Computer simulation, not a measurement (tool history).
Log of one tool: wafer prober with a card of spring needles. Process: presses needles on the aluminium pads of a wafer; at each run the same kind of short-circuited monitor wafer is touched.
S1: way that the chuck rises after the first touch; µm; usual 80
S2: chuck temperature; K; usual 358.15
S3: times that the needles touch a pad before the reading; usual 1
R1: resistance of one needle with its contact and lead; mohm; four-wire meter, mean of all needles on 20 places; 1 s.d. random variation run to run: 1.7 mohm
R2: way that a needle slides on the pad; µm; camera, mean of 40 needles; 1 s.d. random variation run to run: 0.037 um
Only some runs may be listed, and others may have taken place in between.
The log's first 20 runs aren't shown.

run,day,S1,S2,S3,R1,R2
# day 10.067: tips cleaned on abrasive film
21,10.304,99,335.15,2,173,23.48
22,10.646,61,299.15,1,209,14.35
# day 10.967: tips cleaned on abrasive film
23,11.367,80,362.15,1,195,18.84
24,11.667,80,362.15,1,202,18.89
# day 11.892: tips cleaned on abrasive film
25,12.142,80,362.15,1,191,18.84
# day 12.812: tips cleaned on abrasive film
26,12.862,80,320.15,1,172,18.81
27,13.462,80,320.15,1,191,18.69
# day 13.758: tips cleaned on abrasive film
28,13.958,80,320.15,1,183,18.83
29,14.612,83,307.15,1,196,19.53
# day 14.662: tips cleaned on abrasive film
30,14.925,78,307.15,1,180,18.36
# day 15.579: tips cleaned on abrasive film
31,15.658,84,340.15,1,176,19.72
32,16.383,84,313.15,1,192,19.73
# day 16.479: tips cleaned on abrasive film
33,16.829,84,303.15,3,169,19.67

Alternative continuations, all from the tool just after run 33; predict every row:
# day 17.392: tips cleaned on abrasive film
A,17.488,84,325.15,3,?,?
# day 17.392: tips cleaned on abrasive film
B,17.488,84,303.15,2,?,?
# day 17.392: tips cleaned on abrasive film
C,17.488,80,331.15,2,?,?

run,R1,R2
A,169,19.65
B,171,19.64
C,177,18.75
Had the tool no hidden state, the same runs would have come out as:
run,R1,R2
A,165,20.11
B,165,20.09
C,171,19.21
